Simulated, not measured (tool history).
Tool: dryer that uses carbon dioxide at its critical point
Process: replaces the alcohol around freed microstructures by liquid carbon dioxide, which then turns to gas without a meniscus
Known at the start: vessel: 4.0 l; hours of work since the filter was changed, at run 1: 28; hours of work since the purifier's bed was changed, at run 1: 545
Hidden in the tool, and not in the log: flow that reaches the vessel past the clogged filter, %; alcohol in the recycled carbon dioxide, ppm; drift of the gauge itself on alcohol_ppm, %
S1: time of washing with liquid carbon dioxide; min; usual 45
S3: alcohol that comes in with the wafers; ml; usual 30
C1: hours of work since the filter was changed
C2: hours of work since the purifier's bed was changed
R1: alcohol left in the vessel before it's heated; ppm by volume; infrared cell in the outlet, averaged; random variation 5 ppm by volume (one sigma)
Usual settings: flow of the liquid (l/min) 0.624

Run 1, hour 0: usual settings; C1 28; C2 545. Result: R1 184 ppm by volume.
Run 2, hour 17.1: usual settings but S1 51 min; C1 38; C2 555. Result: R1 163 ppm by volume.
Run 3, hour 44.4: usual settings but S3 86 ml; C1 54; C2 571. Result: R1 211 ppm by volume.
Run 4, hour 69.2: usual settings but S3 86 ml; C1 68; C2 585. Result: R1 220 ppm by volume.
At hour 78.5: purifier's bed changed.
Run 5, hour 100.6: usual settings but S3 49 ml; C1 85; C2 13. Result: R1 46 ppm by volume.
Run 6, hour 115.7: usual settings but flow of the liquid (l/min) 0.994; C1 94; C2 22. Result: R1 21 ppm by volume.
Run 7, hour 142.8: usual settings but flow of the liquid (l/min) 0.994; C1 110; C2 38. Result: R1 24 ppm by volume.
Run 8, hour 164.2: usual settings but flow of the liquid (l/min) 0.994; C1 122; C2 50. Result: R1 16 ppm by volume.
Run 9, hour 192: usual settings but flow of the liquid (l/min) 0.994; C1 138; C2 66. Result: R1 36 ppm by volume.
Run 10, hour 216.8: usual settings but S1 40 min, flow of the liquid (l/min) 0.994; C1 153; C2 81. Result: R1 34 ppm by volume.
Run 11, hour 239.3: usual settings but S1 40 min, flow of the liquid (l/min) 0.994; C1 166; C2 94. Result: R1 34 ppm by volume.
Run 12, hour 251.6: usual settings but S1 40 min, flow of the liquid (l/min) 0.994; C1 173; C2 101. Result: R1 33 ppm by volume.
Run 13, hour 266.3: usual settings but S3 29 ml; C1 182; C2 109. Result: R1 64 ppm by volume.
Run 14, hour 286.3: usual settings but S3 29 ml; C1 193; C2 121. Result: R1 57 ppm by volume.
Run 15, hour 302.8: usual settings but S3 39 ml; C1 203; C2 131. Result: R1 67 ppm by volume.
Run 16, hour 330.3: usual settings; C1 219; C2 147. Result: R1 69 ppm by volume.
Run 17, hour 345.1: usual settings but flow of the liquid (l/min) 0.395; C1 228; C2 155. Result: R1 274 ppm by volume.
Run 18, hour 357.1: usual settings but flow of the liquid (l/min) 0.395; C1 235; C2 162. Result: R1 289 ppm by volume.
Run 19, hour 376.8: usual settings; C1 246; C2 174. Result: R1 78 ppm by volume.
Run 20, hour 396: usual settings; C1 257; C2 185. Result: R1 74 ppm by volume.
Run 21, hour 411.3: usual settings; C1 266; C2 194. Result: R1 83 ppm by volume.
Run 22, hour 439.9: usual settings; C1 283; C2 211. Result: R1 88 ppm by volume.
Run 23, hour 466.8: usual settings but S3 106 ml; C1 298; C2 226. Result: R1 172 ppm by volume.
Run 24, hour 491.7: usual settings but S3 106 ml; C1 313; C2 241. Result: R1 172 ppm by volume.
Run 25, hour 509.6: usual settings but flow of the liquid (l/min) 0.376; C1 323; C2 251. Result: R1 369 ppm by volume.
Run 26, hour 530.6: usual settings but flow of the liquid (l/min) 0.376; C1 336; C2 264. Result: R1 378 ppm by volume.
Run 27, hour 559: usual settings but S1 61 min, flow of the liquid (l/min) 1.032, S3 21 ml; C1 352; C2 280. Result: R1 72 ppm by volume.
At hour 561.4: inlet filter changed.
Run 28, hour 587.1: usual settings but S1 61 min, flow of the liquid (l/min) 1.032, S3 21 ml; C1 15; C2 296. Result: R1 85 ppm by volume.
Run 29, hour 607.1: usual settings but S1 48 min, flow of the liquid (l/min) 1.04; C1 27; C2 308. Result: R1 81 ppm by volume.
Run 30, hour 620.8: usual settings but S1 51 min, flow of the liquid (l/min) 1.04, S3 76 ml; C1 35; C2 316. Result: R1 85 ppm by volume.
Run 31, hour 632.8: usual settings but flow of the liquid (l/min) 0.396; C1 42; C2 323. Result: R1 296 ppm by volume.
Run 32, hour 661.8: usual settings but flow of the liquid (l/min) 0.396; C1 59; C2 339. Result: R1 300 ppm by volume.
Run 33, hour 686.8: usual settings but S1 35 min, flow of the liquid (l/min) 0.92, S3 29 ml; C1 73; C2 354. Result: R1 101 ppm by volume.
Run 34, hour 706: usual settings but S1 36 min, flow of the liquid (l/min) 0.585, S3 27 ml; C1 84; C2 365. Result: R1 192 ppm by volume.
Run 35, hour 724.6: usual settings but S1 38 min, flow of the liquid (l/min) 0.974, S3 54 ml; C1 95; C2 376. Result: R1 111 ppm by volume.
Run 36, hour 742.6: usual settings but S1 55 min, flow of the liquid (l/min) 0.385, S3 54 ml; C1 106; C2 387. Result: R1 300 ppm by volume.
Run 37, hour 768.2: usual settings but S1 48 min, flow of the liquid (l/min) 0.812; C1 121; C2 402. Result: R1 109 ppm by volume.
Run 38, hour 785.8: usual settings but S1 48 min, flow of the liquid (l/min) 0.812; C1 131; C2 412. Result: R1 110 ppm by volume.
Run 39, hour 811.2: usual settings but S1 48 min, flow of the liquid (l/min) 0.812; C1 146; C2 427. Result: R1 119 ppm by volume.
Run 40, hour 839: usual settings but S1 32 min, flow of the liquid (l/min) 0.468, S3 100 ml; C1 162; C2 443. Result: R1 1356 ppm by volume.
Run 41, hour 867.3: usual settings but S1 42 min, flow of the liquid (l/min) 0.595, S3 119 ml; C1 178; C2 459. Result: R1 320 ppm by volume.
Run 42, hour 880.5: usual settings but S1 48 min, flow of the liquid (l/min) 0.393; C1 186; C2 467. Result: R1 318 ppm by volume.
Run 43, hour 896.7: usual settings but S1 48 min, flow of the liquid (l/min) 0.393; C1 195; C2 476. Result: R1 309 ppm by volume.
Run 44, hour 919.3: usual settings but S1 48 min, flow of the liquid (l/min) 0.457, S3 120 ml; C1 209; C2 490. Result: R1 557 ppm by volume.
Run 45, hour 932.1: usual settings but S1 48 min, flow of the liquid (l/min) 0.845, S3 23 ml; C1 216; C2 497. Result: R1 118 ppm by volume.
Run 46, hour 959.6: usual settings but S1 48 min, flow of the liquid (l/min) 0.845, S3 23 ml; C1 232; C2 513. Result: R1 141 ppm by volume.
Run 47, hour 986.3: usual settings but S1 48 min, flow of the liquid (l/min) 0.845, S3 23 ml; C1 248; C2 529. Result: R1 148 ppm by volume.

The same runs without the tool's hidden state, with the same run-to-run variation:
run    R1
  1    31
  2    13
  3    55
  4    55
  5    39
  6    14
  7    13
  8     3
  9    18
 10    13
 11    10
 12     6
 13    31
 14    21
 15    27
 16    26
 17   199
 18   211
 19    27
 20    20
 21    25
 22    27
 23    84
 24    80
 25   248
 26   249
 27     1
 28     7
 29     2
 30     4
 31   201
 32   197
 33     8
 34    88
 35    12
 36   178
 37     6
 38     4
 39     9
 40  1105
 41   164
 42   166
 43   158
 44   345
 45     0
 46    10
 47    10
